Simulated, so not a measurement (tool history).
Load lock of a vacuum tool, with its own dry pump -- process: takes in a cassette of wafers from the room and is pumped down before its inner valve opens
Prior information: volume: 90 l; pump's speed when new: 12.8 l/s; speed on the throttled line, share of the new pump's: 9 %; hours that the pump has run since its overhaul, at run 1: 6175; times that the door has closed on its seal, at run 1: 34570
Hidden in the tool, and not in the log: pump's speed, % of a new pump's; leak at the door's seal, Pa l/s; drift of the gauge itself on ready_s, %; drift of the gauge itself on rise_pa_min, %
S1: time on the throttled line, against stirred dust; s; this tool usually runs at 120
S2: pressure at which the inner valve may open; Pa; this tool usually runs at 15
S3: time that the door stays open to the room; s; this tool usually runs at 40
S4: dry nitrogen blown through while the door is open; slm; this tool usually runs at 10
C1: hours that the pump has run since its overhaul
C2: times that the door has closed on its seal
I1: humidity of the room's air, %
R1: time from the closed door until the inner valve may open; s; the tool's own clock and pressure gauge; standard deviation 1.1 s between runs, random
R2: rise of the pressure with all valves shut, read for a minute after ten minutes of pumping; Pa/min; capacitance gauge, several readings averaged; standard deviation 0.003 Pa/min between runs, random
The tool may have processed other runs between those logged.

Run 1, day 0.000: usual settings; C1 6175; C2 34570; I1 45.9. Result: R1 178.1 s, R2 0.246 Pa/min.
Run 2, day 4.404: usual settings; C1 6281; C2 34836; I1 44.5. Result: R1 179.3 s, R2 0.247 Pa/min.
Run 3, day 7.983: usual settings but S2 22 Pa; C1 6367; C2 35052; I1 45.2. Result: R1 174.8 s, R2 0.246 Pa/min.
Run 4, day 12.454: usual settings but S2 11 Pa; C1 6474; C2 35323; I1 44.9. Result: R1 181.8 s, R2 0.259 Pa/min.
Run 5, day 18.338: usual settings; C1 6615; C2 35678; I1 46.0. Result: R1 176.7 s, R2 0.261 Pa/min.
Run 6, day 25.088: usual settings; C1 6777; C2 36086; I1 45.2. Result: R1 179.3 s, R2 0.256 Pa/min.
Run 7, day 32.354: usual settings; C1 6952; C2 36525; I1 46.8. Result: R1 180.0 s, R2 0.264 Pa/min.
Run 8, day 39.858: usual settings; C1 7132; C2 36979; I1 45.6. Result: R1 181.0 s, R2 0.272 Pa/min.
Run 9, day 46.638: usual settings; C1 7294; C2 37388; I1 43.7. Result: R1 179.0 s, R2 0.266 Pa/min.
Run 10, day 53.629: usual settings; C1 7462; C2 37811; I1 47.4. Result: R1 179.5 s, R2 0.288 Pa/min.
Run 11, day 59.275: usual settings but S2 14 Pa; C1 7598; C2 38152; I1 44.8. Result: R1 178.4 s, R2 0.276 Pa/min.
Run 12, day 63.883: usual settings but S2 14 Pa; C1 7708; C2 38431; I1 46.8. Result: R1 178.7 s, R2 0.283 Pa/min.
Run 13, day 67.892: usual settings but S2 14 Pa; C1 7805; C2 38673; I1 43.2. Result: R1 179.0 s, R2 0.292 Pa/min.
Run 14, day 72.767: usual settings but S2 14 Pa; C1 7922; C2 38967; I1 42.6. Result: R1 179.4 s, R2 0.290 Pa/min.
Run 15, day 79.933: usual settings but S2 14 Pa; C1 8094; C2 39401; I1 45.0. Result: R1 180.0 s, R2 0.299 Pa/min.
Run 16, day 87.367: usual settings but S2 14 Pa; C1 8272; C2 39850; I1 41.7. Result: R1 179.4 s, R2 0.303 Pa/min.
Run 17, day 94.675: usual settings but S2 28 Pa, S4 16 slm; C1 8447; C2 40291; I1 44.6. Result: R1 175.1 s, R2 0.301 Pa/min.
Run 18, day 99.667: usual settings but S1 90 s, S2 22 Pa, S4 37 slm; C1 8567; C2 40593; I1 48.9. Result: R1 148.9 s, R2 0.298 Pa/min.
Run 19, day 106.083: usual settings but S1 168 s, S2 22 Pa, S3 99 s, S4 37 slm; C1 8721; C2 40981; I1 46.3. Result: R1 221.2 s, R2 0.306 Pa/min.
Run 20, day 113.188: usual settings but S1 168 s, S2 22 Pa, S3 99 s, S4 37 slm; C1 8892; C2 41410; I1 44.6. Result: R1 218.8 s, R2 0.322 Pa/min.
Run 21, day 118.838: usual settings but S4 29 slm; C1 9027; C2 41752; I1 42.6. Result: R1 179.9 s, R2 0.316 Pa/min.
Run 22, day 125.696: usual settings but S4 29 slm; C1 9192; C2 42166; I1 42.8. Result: R1 182.8 s, R2 0.316 Pa/min.
Run 23, day 128.908: usual settings but S3 39 s; C1 9269; C2 42360; I1 42.6. Result: R1 179.4 s, R2 0.323 Pa/min.
Run 24, day 133.508: usual settings but S3 39 s; C1 9379; C2 42638; I1 43.9. Result: R1 180.8 s, R2 0.326 Pa/min.
Run 25, day 140.104: usual settings but S1 214 s, S2 27 Pa, S3 77 s, S4 26 slm; C1 9538; C2 43037; I1 46.4. Result: R1 260.4 s, R2 0.331 Pa/min.
Run 26, day 144.088: usual settings but S1 214 s, S2 27 Pa, S3 77 s, S4 26 slm; C1 9633; C2 43278; I1 41.2. Result: R1 260.2 s, R2 0.338 Pa/min.
Run 27, day 148.321: usual settings but S2 16 Pa; C1 9735; C2 43533; I1 45.9. Result: R1 179.4 s, R2 0.347 Pa/min.

Alternative continuations, all from the tool just after run 27; predict every row:
Run A, day 152.738: usual settings but S2 16 Pa, S4 8 slm; C1 9841; C2 43800; I1 48.0. Result: R1 ?, R2 ?.
Run B, day 152.738: usual settings but S1 127 s, S2 12 Pa; C1 9841; C2 43800; I1 45.0. Result: R1 ?, R2 ?.
Run C, day 152.738: usual settings but S2 14 Pa; C1 9841; C2 43800; I1 45.8. Result: R1 ?, R2 ?.
Run D, day 152.738: usual settings but S1 78 s, S2 16 Pa, S3 196 s, S4 7 slm; C1 9841; C2 43800; I1 42.3. Result: R1 ?, R2 ?.
Run E, day 152.738: usual settings but S1 166 s; C1 9841; C2 43800; I1 44.0. Result: R1 ?, R2 ?.

run     R1     R2
  A  180.0  0.341
  B  189.4  0.343
  C  181.0  0.347
  D  142.9  0.365
  E  222.7  0.348
Without the tool's hidden state the same runs would have given:
run     R1     R2
  A  171.0  0.029
  B  179.9  0.024
  C  171.8  0.031
  D  133.1  0.048
  E  214.1  0.033
